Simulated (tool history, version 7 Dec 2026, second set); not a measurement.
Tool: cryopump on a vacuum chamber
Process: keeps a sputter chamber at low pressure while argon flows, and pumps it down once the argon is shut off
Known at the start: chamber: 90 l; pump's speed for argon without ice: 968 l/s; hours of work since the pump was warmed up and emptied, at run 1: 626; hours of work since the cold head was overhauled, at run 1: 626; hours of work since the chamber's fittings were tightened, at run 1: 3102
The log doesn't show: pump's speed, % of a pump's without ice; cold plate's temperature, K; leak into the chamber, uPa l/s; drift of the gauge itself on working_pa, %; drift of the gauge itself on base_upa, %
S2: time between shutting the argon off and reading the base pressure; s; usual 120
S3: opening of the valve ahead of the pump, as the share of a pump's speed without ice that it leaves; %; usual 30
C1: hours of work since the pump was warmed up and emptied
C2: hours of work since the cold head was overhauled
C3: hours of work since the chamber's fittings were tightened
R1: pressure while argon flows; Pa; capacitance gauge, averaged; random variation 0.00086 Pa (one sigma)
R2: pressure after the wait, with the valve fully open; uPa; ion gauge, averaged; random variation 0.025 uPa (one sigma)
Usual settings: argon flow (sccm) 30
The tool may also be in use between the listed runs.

Run 1, day 0.000: usual settings; C1 626; C2 626; C3 3102. Result: R1 0.1823 Pa, R2 3.95 uPa.
Run 2, day 0.712: usual settings; C1 640; C2 640; C3 3116. Result: R1 0.1810 Pa, R2 3.98 uPa.
Run 3, day 1.208: usual settings but argon flow (sccm) 27; C1 650; C2 650; C3 3126. Result: R1 0.1631 Pa, R2 4.00 uPa.
Run 4, day 1.558: usual settings; C1 656; C2 656; C3 3133. Result: R1 0.1822 Pa, R2 4.11 uPa.
Run 5, day 2.312: usual settings; C1 671; C2 671; C3 3147. Result: R1 0.1816 Pa, R2 3.96 uPa.
Run 6, day 2.783: usual settings but S3 23 %; C1 680; C2 680; C3 3156. Result: R1 0.2357 Pa, R2 4.00 uPa.
Run 7, day 3.629: usual settings but S3 23 %; C1 697; C2 697; C3 3173. Result: R1 0.2349 Pa, R2 4.05 uPa.
Run 8, day 4.233: usual settings; C1 708; C2 708; C3 3185. Result: R1 0.1812 Pa, R2 4.05 uPa.
Run 9, day 4.938: usual settings but S2 25 s; C1 722; C2 722; C3 3198. Result: R1 0.1832 Pa, R2 6.80 uPa.
Run 10, day 5.475: usual settings but S2 25 s; C1 732; C2 732; C3 3209. Result: R1 0.1828 Pa, R2 6.73 uPa.
Run 11, day 5.858: usual settings but S2 25 s; C1 740; C2 740; C3 3216. Result: R1 0.1821 Pa, R2 6.61 uPa.
Run 12, day 6.704: usual settings but S2 25 s; C1 756; C2 756; C3 3233. Result: R1 0.1831 Pa, R2 6.60 uPa.
Run 13, day 7.388: usual settings but S2 25 s, S3 44 %; C1 770; C2 770; C3 3246. Result: R1 0.1278 Pa, R2 6.70 uPa.
Run 14, day 7.942: usual settings; C1 780; C2 780; C3 3257. Result: R1 0.1821 Pa, R2 4.36 uPa.
Run 15, day 8.479: usual settings but S2 49 s, S3 41 %; C1 791; C2 791; C3 3267. Result: R1 0.1361 Pa, R2 5.26 uPa.
Run 16, day 8.850: usual settings but S2 95 s, S3 41 %; C1 798; C2 798; C3 3274. Result: R1 0.1366 Pa, R2 4.42 uPa.
Run 17, day 9.346: usual settings but argon flow (sccm) 13, S2 87 s, S3 29 %; C1 808; C2 808; C3 3284. Result: R1 0.0831 Pa, R2 4.54 uPa.
Run 18, day 9.700: usual settings but argon flow (sccm) 43, S2 195 s, S3 16 %; C1 814; C2 814; C3 3291. Result: R1 0.4825 Pa, R2 3.96 uPa.
Run 19, day 10.429: usual settings but argon flow (sccm) 43, S2 195 s, S3 16 %; C1 829; C2 829; C3 3305. Result: R1 0.4835 Pa, R2 4.09 uPa.
Run 20, day 11.104: usual settings but argon flow (sccm) 18, S2 177 s, S3 16 %; C1 842; C2 842; C3 3318. Result: R1 0.2028 Pa, R2 4.10 uPa.
Run 21, day 11.750: usual settings but argon flow (sccm) 31, S2 233 s, S3 38 %; C1 854; C2 854; C3 3331. Result: R1 0.1531 Pa, R2 4.15 uPa.
Run 22, day 12.342: usual settings but argon flow (sccm) 19, S2 167 s, S3 38 %; C1 866; C2 866; C3 3342. Result: R1 0.0941 Pa, R2 4.18 uPa.
Run 23, day 12.796: usual settings but argon flow (sccm) 19, S2 167 s, S3 38 %; C1 875; C2 875; C3 3351. Result: R1 0.0938 Pa, R2 4.28 uPa.
Run 24, day 13.396: usual settings but argon flow (sccm) 19, S2 167 s, S3 38 %; C1 886; C2 886; C3 3362. Result: R1 0.0931 Pa, R2 4.17 uPa.
Run 25, day 14.121: usual settings but argon flow (sccm) 26, S3 23 %; C1 900; C2 900; C3 3377. Result: R1 0.2048 Pa, R2 4.31 uPa.
Run 26, day 14.867: usual settings but argon flow (sccm) 18, S2 31 s, S3 31 %; C1 915; C2 915; C3 3391. Result: R1 0.1076 Pa, R2 6.38 uPa.
Run 27, day 15.621: usual settings but argon flow (sccm) 18, S2 31 s, S3 31 %; C1 929; C2 929; C3 3406. Result: R1 0.1079 Pa, R2 6.50 uPa.

Forecast each of these 5 alternatives for the next run:
Run A, day 16.146: usual settings but argon flow (sccm) 14, S2 75 s, S3 17 %; C1 939; C2 939; C3 3416. Result: R1 ?, R2 ?.
Run B, day 16.146: usual settings but S2 54 s; C1 939; C2 939; C3 3416. Result: R1 ?, R2 ?.
Run C, day 16.146: usual settings but argon flow (sccm) 18, S2 37 s, S3 58 %; C1 939; C2 939; C3 3416. Result: R1 ?, R2 ?.
Run D, day 16.146: usual settings but argon flow (sccm) 16; C1 939; C2 939; C3 3416. Result: R1 ?, R2 ?.
Run E, day 16.146: usual settings but argon flow (sccm) 60; C1 939; C2 939; C3 3416. Result: R1 ?, R2 ?.

run      R1    R2
  A  0.1476  4.86
  B  0.1874  5.26
  C  0.0605  6.08
  D  0.0981  4.55
  E  0.3704  4.27
Without the tool's hidden state the same runs would have given:
run      R1    R2
  A  0.1427  1.37
  B  0.1767  1.77
  C  0.0542  2.51
  D  0.0925  1.00
  E  0.3492  0.91

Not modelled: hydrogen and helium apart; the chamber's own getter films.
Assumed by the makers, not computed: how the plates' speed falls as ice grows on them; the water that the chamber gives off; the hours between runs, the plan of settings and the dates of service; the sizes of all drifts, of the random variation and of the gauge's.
